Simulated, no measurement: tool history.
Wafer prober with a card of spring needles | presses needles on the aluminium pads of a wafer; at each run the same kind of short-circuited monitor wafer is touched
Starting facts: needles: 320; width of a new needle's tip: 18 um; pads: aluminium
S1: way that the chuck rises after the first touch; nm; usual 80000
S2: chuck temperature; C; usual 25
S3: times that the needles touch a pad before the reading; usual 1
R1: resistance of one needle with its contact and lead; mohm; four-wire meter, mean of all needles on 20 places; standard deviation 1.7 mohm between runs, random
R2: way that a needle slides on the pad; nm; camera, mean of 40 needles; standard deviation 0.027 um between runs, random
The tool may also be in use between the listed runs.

run	hour	S1	S2	S3	R1	R2
1	0	80000	25	1	234	17220
2	6.5	80000	25	1	264	17210
3	12.3	80000	25	1	271	17210
# hour 17: tips cleaned on abrasive film
4	20.7	80000	25	1	324	17140
5	28.1	80000	25	1	313	17110
6	37.3	80000	25	1	307	17110
# hour 42.8: tips cleaned on abrasive film
7	46.1	80000	25	1	207	17100
8	55.4	67000	25	1	293	14310
9	63	80000	25	1	278	17100
# hour 68.1: tips cleaned on abrasive film
10	68.1	80000	25	1	184	17100
# hour 72.6: tips cleaned on abrasive film, once more
11	78	80000	25	1	223	17130
12	89.4	80000	25	1	267	17090
13	95.2	80000	25	1	279	17070
# hour 98.2: tips cleaned on abrasive film
14	101.2	80000	25	1	202	17070
15	107.3	80000	25	1	242	17050
16	115.6	69000	59	1	306	14680
17	122.9	80000	47	1	279	17080
# hour 124: tips cleaned on abrasive film
18	128.7	77000	40	3	194	16390
19	136.2	97000	33	1	230	20770
20	147	97000	47	1	250	20770
# hour 149.3: tips cleaned on abrasive film
21	152.5	97000	47	1	200	20730
22	159.4	62000	40	1	293	13160
23	169.2	71000	79	2	253	15130
# hour 174.9: tips cleaned on abrasive film
24	176.5	64000	101	2	214	13600
25	181.1	64000	101	2	242	13570
26	186.7	97000	63	2	217	20710
27	196.6	97000	63	2	225	20720
# hour 200.2: tips cleaned on abrasive film
28	202	97000	63	1	199	20700
29	212.2	75000	29	1	272	15990

Below, some changes in R1 between adjacent runs. For each, the amount present without the hidden state too (settings, incoming material, random variation) and the amount remaining for the hidden state with gauge scatter not shared by both compared results:
Hidden state at play: debris on the tips, nm; way that the needles fall short of the set height, um; tips' diameter, um; drift of the gauge itself on contact_mohm, %; drift of the gauge itself on scrub_um, %.
Run 6 -> 7: tips cleaned on abrasive film. R1 -100 mohm: hidden state -96, all else -4.
Run 9 -> 10: tips cleaned on abrasive film. R1 -94 mohm: hidden state -94, all else +0.

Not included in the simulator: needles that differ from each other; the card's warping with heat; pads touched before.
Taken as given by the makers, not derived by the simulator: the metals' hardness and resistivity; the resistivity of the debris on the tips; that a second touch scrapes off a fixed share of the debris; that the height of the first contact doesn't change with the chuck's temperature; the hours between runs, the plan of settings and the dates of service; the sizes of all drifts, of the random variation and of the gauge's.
